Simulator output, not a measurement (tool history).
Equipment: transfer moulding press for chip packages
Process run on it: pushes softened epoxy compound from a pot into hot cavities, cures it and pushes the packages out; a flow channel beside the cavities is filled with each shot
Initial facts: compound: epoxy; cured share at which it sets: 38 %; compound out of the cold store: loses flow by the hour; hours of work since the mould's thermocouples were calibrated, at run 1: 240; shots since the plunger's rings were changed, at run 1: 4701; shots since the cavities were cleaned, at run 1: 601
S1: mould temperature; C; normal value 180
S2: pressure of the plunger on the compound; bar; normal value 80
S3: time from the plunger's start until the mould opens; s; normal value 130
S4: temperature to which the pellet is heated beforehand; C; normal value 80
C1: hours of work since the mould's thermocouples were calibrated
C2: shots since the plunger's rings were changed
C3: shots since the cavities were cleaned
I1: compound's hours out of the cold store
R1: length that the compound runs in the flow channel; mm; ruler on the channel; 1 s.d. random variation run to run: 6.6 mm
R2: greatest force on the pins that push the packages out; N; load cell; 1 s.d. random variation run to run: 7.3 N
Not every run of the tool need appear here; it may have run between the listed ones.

{"run": 1, "hour": 0.0, "S1": 180, "S2": 80, "S3": 130, "S4": 80, "C1": 240, "C2": 4701, "C3": 601, "I1": 29.5, "R1": 753, "R2": 311}
{"run": 2, "hour": 6.3, "S1": 180, "S2": 78.4, "S3": 130, "S4": 80, "C1": 244, "C2": 4766, "C3": 666, "I1": 21.3, "R1": 760, "R2": 316}
{"hour": 20.6, "done": "cavities cleaned with cleaning compound and waxed"}
{"run": 3, "hour": 21.1, "S1": 180, "S2": 78.4, "S3": 130, "S4": 80, "C1": 254, "C2": 4905, "C3": 6, "I1": 35.9, "R1": 733, "R2": 305}
{"run": 4, "hour": 32.9, "S1": 180, "S2": 78.4, "S3": 130, "S4": 80, "C1": 263, "C2": 5028, "C3": 129, "I1": 20.3, "R1": 761, "R2": 302}
{"run": 5, "hour": 40.5, "S1": 182, "S2": 80, "S3": 130, "S4": 80, "C1": 269, "C2": 5107, "C3": 208, "I1": 9.7, "R1": 790, "R2": 309}
{"run": 6, "hour": 50.7, "S1": 180, "S2": 80, "S3": 130, "S4": 82, "C1": 276, "C2": 5214, "C3": 315, "I1": 47.1, "R1": 693, "R2": 309}
{"run": 7, "hour": 64.3, "S1": 180, "S2": 80, "S3": 130, "S4": 82, "C1": 286, "C2": 5355, "C3": 456, "I1": 15.1, "R1": 785, "R2": 307}
{"run": 8, "hour": 76.2, "S1": 180, "S2": 80, "S3": 130, "S4": 82, "C1": 295, "C2": 5479, "C3": 580, "I1": 33.4, "R1": 724, "R2": 313}
{"run": 9, "hour": 85.6, "S1": 180, "S2": 80, "S3": 122, "S4": 80, "C1": 302, "C2": 5577, "C3": 678, "I1": 19, "R1": 779, "R2": 337}
{"run": 10, "hour": 94.5, "S1": 180, "S2": 80, "S3": 130, "S4": 80, "C1": 309, "C2": 5670, "C3": 771, "I1": 38.9, "R1": 717, "R2": 307}
{"hour": 99.1, "done": "cavities cleaned with cleaning compound and waxed"}
{"run": 11, "hour": 106.4, "S1": 180, "S2": 80, "S3": 130, "S4": 80, "C1": 316, "C2": 5778, "C3": 76, "I1": 35.6, "R1": 719, "R2": 314}
{"run": 12, "hour": 112.2, "S1": 180, "S2": 80, "S3": 130, "S4": 84, "C1": 321, "C2": 5838, "C3": 136, "I1": 11.5, "R1": 797, "R2": 326}
{"run": 13, "hour": 118.2, "S1": 180, "S2": 80, "S3": 130, "S4": 80, "C1": 325, "C2": 5901, "C3": 199, "I1": 17.5, "R1": 768, "R2": 303}
{"run": 14, "hour": 130.7, "S1": 180, "S2": 80, "S3": 130, "S4": 80, "C1": 334, "C2": 6031, "C3": 329, "I1": 23.8, "R1": 764, "R2": 315}
{"run": 15, "hour": 140.8, "S1": 180, "S2": 80, "S3": 130, "S4": 80, "C1": 342, "C2": 6137, "C3": 435, "I1": 47.9, "R1": 699, "R2": 297}
{"run": 16, "hour": 152.4, "S1": 180, "S2": 94.4, "S3": 160, "S4": 82, "C1": 350, "C2": 6257, "C3": 555, "I1": 37, "R1": 784, "R2": 293}
{"run": 17, "hour": 164.2, "S1": 180, "S2": 94.4, "S3": 160, "S4": 82, "C1": 359, "C2": 6380, "C3": 678, "I1": 17.2, "R1": 839, "R2": 293}
{"run": 18, "hour": 175.0, "S1": 180, "S2": 94.4, "S3": 160, "S4": 82, "C1": 367, "C2": 6493, "C3": 791, "I1": 20.4, "R1": 824, "R2": 283}
{"hour": 177.4, "done": "cavities cleaned with cleaning compound and waxed"}
{"run": 19, "hour": 189.4, "S1": 180, "S2": 94.4, "S3": 160, "S4": 83, "C1": 377, "C2": 6627, "C3": 125, "I1": 33.3, "R1": 807, "R2": 297}
{"run": 20, "hour": 200.1, "S1": 172, "S2": 90.7, "S3": 120, "S4": 80, "C1": 384, "C2": 6739, "C3": 237, "I1": 35.8, "R1": 800, "R2": 482}
{"run": 21, "hour": 211.6, "S1": 174, "S2": 97.1, "S3": 170, "S4": 76, "C1": 393, "C2": 6858, "C3": 356, "I1": 9.9, "R1": 900, "R2": 297}
{"hour": 214.8, "done": "plunger's sealing rings changed"}
{"run": 22, "hour": 225.5, "S1": 182, "S2": 83.5, "S3": 130, "S4": 75, "C1": 401, "C2": 112, "C3": 476, "I1": 28, "R1": 760, "R2": 285}
{"run": 23, "hour": 234.9, "S1": 178, "S2": 73.3, "S3": 142, "S4": 76, "C1": 408, "C2": 209, "C3": 573, "I1": 36.1, "R1": 697, "R2": 303}
{"run": 24, "hour": 248.0, "S1": 187, "S2": 79.3, "S3": 144, "S4": 80, "C1": 418, "C2": 346, "C3": 710, "I1": 44.8, "R1": 673, "R2": 294}
{"run": 25, "hour": 254.1, "S1": 187, "S2": 79.3, "S3": 144, "S4": 80, "C1": 423, "C2": 409, "C3": 773, "I1": 13.1, "R1": 761, "R2": 297}
{"hour": 258.3, "done": "cavities cleaned with cleaning compound and waxed"}
{"run": 26, "hour": 268.7, "S1": 187, "S2": 93.6, "S3": 132, "S4": 73, "C1": 432, "C2": 546, "C3": 109, "I1": 19.6, "R1": 814, "R2": 276}
{"run": 27, "hour": 276.4, "S1": 177, "S2": 80, "S3": 151, "S4": 80, "C1": 438, "C2": 626, "C3": 189, "I1": 35.5, "R1": 737, "R2": 292}
{"run": 28, "hour": 287.8, "S1": 185, "S2": 80, "S3": 120, "S4": 88, "C1": 446, "C2": 745, "C3": 308, "I1": 18.8, "R1": 755, "R2": 297}
{"run": 29, "hour": 301.3, "S1": 180, "S2": 80, "S3": 159, "S4": 79, "C1": 456, "C2": 886, "C3": 449, "I1": 29.5, "R1": 755, "R2": 290}

4 options for the next run, each taken on its own from the tool as it stands now. Forecast them:
{"run": "A", "hour": 313.1, "S1": 180, "S2": 80, "S3": 157, "S4": 78, "C1": 465, "C2": 1008, "C3": 571, "I1": 36, "R1": "?", "R2": "?"}
{"run": "B", "hour": 313.1, "S1": 180, "S2": 87.9, "S3": 123, "S4": 80, "C1": 465, "C2": 1008, "C3": 571, "I1": 10.3, "R1": "?", "R2": "?"}
{"run": "C", "hour": 313.1, "S1": 179, "S2": 74.9, "S3": 159, "S4": 79, "C1": 465, "C2": 1008, "C3": 571, "I1": 40, "R1": "?", "R2": "?"}
{"run": "D", "hour": 313.1, "S1": 182, "S2": 85.6, "S3": 131, "S4": 80, "C1": 465, "C2": 1008, "C3": 571, "I1": 22.4, "R1": "?", "R2": "?"}

run=A R1=716 R2=290
run=B R1=840 R2=313
run=C R1=705 R2=302
run=D R1=789 R2=297
The same runs, with their run-to-run variation unchanged, on a tool lacking any hidden condition would have given:
run=A R1=716 R2=284
run=B R1=840 R2=307
run=C R1=706 R2=296
run=D R1=789 R2=291
